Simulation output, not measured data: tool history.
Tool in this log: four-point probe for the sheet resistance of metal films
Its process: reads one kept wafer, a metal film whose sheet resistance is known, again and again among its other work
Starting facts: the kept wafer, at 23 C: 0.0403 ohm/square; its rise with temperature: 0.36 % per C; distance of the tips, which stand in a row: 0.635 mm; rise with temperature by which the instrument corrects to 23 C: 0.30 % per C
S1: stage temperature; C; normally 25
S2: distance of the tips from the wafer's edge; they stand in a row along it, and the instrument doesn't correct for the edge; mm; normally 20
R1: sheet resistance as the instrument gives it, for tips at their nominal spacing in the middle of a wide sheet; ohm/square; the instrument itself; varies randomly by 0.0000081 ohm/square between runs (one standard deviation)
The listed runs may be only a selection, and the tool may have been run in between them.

run   hour  S1  S2        R1
  1    0.0  25  20  0.040226
  2   58.0  25  20  0.040219
  3  106.7  25  20  0.040208
  4  148.3  25  20  0.040211
  5  189.1  25  20  0.040213
  6  218.3  25  20  0.040193
  7  250.6  35  20  0.040432
  8  298.2  35  20  0.040434
  9  348.2  27   7  0.040384
 10  402.9  27   7  0.040383
 11  465.1  32  12  0.040378
 12  521.6  34  24  0.040405
 13  560.4  21   7  0.040259
 14  596.9  21   7  0.040262
 15  640.6  31  14  0.040343
 16  701.6  31  14  0.040325

Put back what was entered between runs (2 entries, withheld): which listed runs does each sit between, and how does the hidden state differ from the listed run before to the listed run after?
In the gap between runs 6 and 7: stage's thermometer calibrated (hour 223.2)
  inner tips' distance over the nominal, %: -0.334 -> -0.339; wafer's true temperature over the reading, C: -0.16 -> -0.2
  measured minus no-state result, R1: -0.000169 -> -0.000177 ohm/square
In the gap between runs 11 and 12: stage's thermometer calibrated, once more (hour 475.1)
  inner tips' distance over the nominal, %: -0.377 -> -0.386; wafer's true temperature over the reading, C: -0.22 -> -0.06
  measured minus no-state result, R1: -0.000196 -> -0.000177 ohm/square

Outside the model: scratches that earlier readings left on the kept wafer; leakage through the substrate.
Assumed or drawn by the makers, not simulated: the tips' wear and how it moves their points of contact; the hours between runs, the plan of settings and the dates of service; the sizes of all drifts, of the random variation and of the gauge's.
